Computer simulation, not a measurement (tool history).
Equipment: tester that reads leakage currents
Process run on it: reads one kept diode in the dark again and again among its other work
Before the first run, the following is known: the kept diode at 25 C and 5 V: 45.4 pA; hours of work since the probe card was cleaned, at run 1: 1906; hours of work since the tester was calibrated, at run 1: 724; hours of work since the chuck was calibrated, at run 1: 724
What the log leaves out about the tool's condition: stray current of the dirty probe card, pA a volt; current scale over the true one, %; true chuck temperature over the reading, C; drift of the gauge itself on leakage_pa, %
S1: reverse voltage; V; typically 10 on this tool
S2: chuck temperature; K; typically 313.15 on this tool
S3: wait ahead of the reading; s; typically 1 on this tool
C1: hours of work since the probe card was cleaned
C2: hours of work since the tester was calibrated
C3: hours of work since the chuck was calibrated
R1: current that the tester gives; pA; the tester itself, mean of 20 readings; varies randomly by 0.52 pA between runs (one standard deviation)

{"run": 1, "day": 0.0, "S1": 10, "S2": 313.15, "S3": 1, "C1": 1906, "C2": 724, "C3": 724, "R1": 181.64}
{"run": 2, "day": 6.6, "S1": 10, "S2": 313.15, "S3": 1, "C1": 1983, "C2": 800, "C3": 800, "R1": 181.9}
{"run": 3, "day": 11.25, "S1": 10, "S2": 312.15, "S3": 1, "C1": 2038, "C2": 855, "C3": 855, "R1": 169.55}
{"day": 12.962, "done": "chuck's temperature calibrated"}
{"day": 16.896, "done": "probe card cleaned and baked"}
{"run": 4, "day": 19.1, "S1": 17, "S2": 313.15, "S3": 1, "C1": 26, "C2": 944, "C3": 70, "R1": 206.6}
{"run": 5, "day": 27.229, "S1": 10, "S2": 313.15, "S3": 3.19, "C1": 120, "C2": 1039, "C3": 165, "R1": 168.7}
{"run": 6, "day": 35.558, "S1": 10, "S2": 313.15, "S3": 3.19, "C1": 218, "C2": 1136, "C3": 262, "R1": 167.57}
{"run": 7, "day": 41.225, "S1": 10, "S2": 313.15, "S3": 3.19, "C1": 284, "C2": 1202, "C3": 328, "R1": 166.56}
{"run": 8, "day": 47.162, "S1": 1, "S2": 313.15, "S3": 3.19, "C1": 353, "C2": 1271, "C3": 397, "R1": 71.27}
{"run": 9, "day": 53.346, "S1": 1, "S2": 313.15, "S3": 3.19, "C1": 425, "C2": 1343, "C3": 469, "R1": 71.32}
{"run": 10, "day": 60.133, "S1": 1, "S2": 313.15, "S3": 3.19, "C1": 504, "C2": 1422, "C3": 549, "R1": 70.04}
{"run": 11, "day": 66.829, "S1": 10, "S2": 308.15, "S3": 1, "C1": 582, "C2": 1500, "C3": 627, "R1": 119.63}
{"run": 12, "day": 75.812, "S1": 10, "S2": 308.15, "S3": 1, "C1": 687, "C2": 1605, "C3": 731, "R1": 119.41}
{"run": 13, "day": 85.675, "S1": 10, "S2": 308.15, "S3": 1, "C1": 802, "C2": 1720, "C3": 846, "R1": 118.67}
{"day": 88.671, "done": "chuck's temperature calibrated"}
{"run": 14, "day": 94.675, "S1": 10, "S2": 308.15, "S3": 1, "C1": 906, "C2": 1824, "C3": 70, "R1": 135.42}
{"run": 15, "day": 104.35, "S1": 10, "S2": 308.15, "S3": 1, "C1": 1019, "C2": 1937, "C3": 183, "R1": 134.73}
{"run": 16, "day": 112.442, "S1": 10, "S2": 324.15, "S3": 1, "C1": 1113, "C2": 2031, "C3": 277, "R1": 365.46}
{"run": 17, "day": 117.771, "S1": 10, "S2": 313.15, "S3": 7.27, "C1": 1175, "C2": 2094, "C3": 339, "R1": 180.23}
{"run": 18, "day": 122.754, "S1": 10, "S2": 313.15, "S3": 7.27, "C1": 1234, "C2": 2152, "C3": 397, "R1": 180.48}
{"run": 19, "day": 131.042, "S1": 10, "S2": 313.15, "S3": 1, "C1": 1330, "C2": 2248, "C3": 494, "R1": 181.33}
{"run": 20, "day": 138.471, "S1": 10, "S2": 313.15, "S3": 1, "C1": 1417, "C2": 2335, "C3": 581, "R1": 181.06}
{"run": 21, "day": 147.608, "S1": 1.2, "S2": 302.15, "S3": 5.01, "C1": 1523, "C2": 2442, "C3": 687, "R1": 36.21}
{"run": 22, "day": 157.458, "S1": 1.1, "S2": 300.15, "S3": 2.57, "C1": 1638, "C2": 2556, "C3": 802, "R1": 29.92}
{"day": 164.071, "done": "chuck's temperature calibrated"}
{"run": 23, "day": 164.071, "S1": 1.1, "S2": 323.15, "S3": 0.38, "C1": 1714, "C2": 2633, "C3": 0, "R1": 160.27}
{"day": 167.096, "done": "tester calibrated"}
{"run": 24, "day": 173.854, "S1": 7.5, "S2": 313.15, "S3": 1, "C1": 1828, "C2": 79, "C3": 113, "R1": 173.07}
{"run": 25, "day": 183.642, "S1": 1.1, "S2": 313.15, "S3": 1, "C1": 1942, "C2": 193, "C3": 227, "R1": 79.66}
{"run": 26, "day": 188.554, "S1": 1.1, "S2": 298.15, "S3": 1, "C1": 1999, "C2": 250, "C3": 285, "R1": 28.81}
{"run": 27, "day": 196.383, "S1": 1.1, "S2": 298.15, "S3": 1, "C1": 2090, "C2": 342, "C3": 376, "R1": 28.66}
{"day": 197.642, "done": "probe card cleaned and baked"}
{"run": 28, "day": 204.412, "S1": 10, "S2": 308.15, "S3": 1.84, "C1": 79, "C2": 434, "C3": 468, "R1": 116.23}
{"run": 29, "day": 212.208, "S1": 10, "S2": 301.15, "S3": 1, "C1": 170, "C2": 525, "C3": 559, "R1": 72.72}
{"run": 30, "day": 219.038, "S1": 10, "S2": 301.15, "S3": 1, "C1": 250, "C2": 604, "C3": 639, "R1": 72.69}
{"run": 31, "day": 226.742, "S1": 10, "S2": 301.15, "S3": 1, "C1": 339, "C2": 694, "C3": 728, "R1": 73.34}
{"run": 32, "day": 235.288, "S1": 11, "S2": 313.15, "S3": 0.36, "C1": 439, "C2": 794, "C3": 828, "R1": 172.88}
{"day": 239.371, "done": "chuck's temperature calibrated"}
{"run": 33, "day": 244.675, "S1": 3.4, "S2": 323.15, "S3": 9.74, "C1": 547, "C2": 902, "C3": 62, "R1": 230.95}
{"run": 34, "day": 249.083, "S1": 3.4, "S2": 323.15, "S3": 9.74, "C1": 599, "C2": 954, "C3": 113, "R1": 228.02}
{"run": 35, "day": 254.938, "S1": 3.4, "S2": 323.15, "S3": 9.74, "C1": 667, "C2": 1022, "C3": 182, "R1": 225.63}
{"run": 36, "day": 263.012, "S1": 2.1, "S2": 296.15, "S3": 2.05, "C1": 761, "C2": 1116, "C3": 276, "R1": 30.17}
{"run": 37, "day": 269.608, "S1": 15.8, "S2": 302.15, "S3": 0.84, "C1": 838, "C2": 1193, "C3": 353, "R1": 111.06}
{"run": 38, "day": 274.596, "S1": 1.1, "S2": 302.15, "S3": 0.84, "C1": 896, "C2": 1251, "C3": 411, "R1": 35.5}

Here are 3 independent what-if runs from the current tool condition. What would each one return?
{"run": "A", "day": 281.117, "S1": 10, "S2": 318.15, "S3": 1, "C1": 972, "C2": 1327, "C3": 487, "R1": "?"}
{"run": "B", "day": 281.117, "S1": 1.1, "S2": 302.15, "S3": 5.46, "C1": 972, "C2": 1327, "C3": 487, "R1": "?"}
{"run": "C", "day": 281.117, "S1": 1, "S2": 313.15, "S3": 0.67, "C1": 972, "C2": 1327, "C3": 487, "R1": "?"}

run=A R1=242.91
run=B R1=35.07
run=C R1=72.6
With no hidden state in the tool, these same runs would have given:
run=A R1=243.57
run=B R1=35.94
run=C R1=75.75
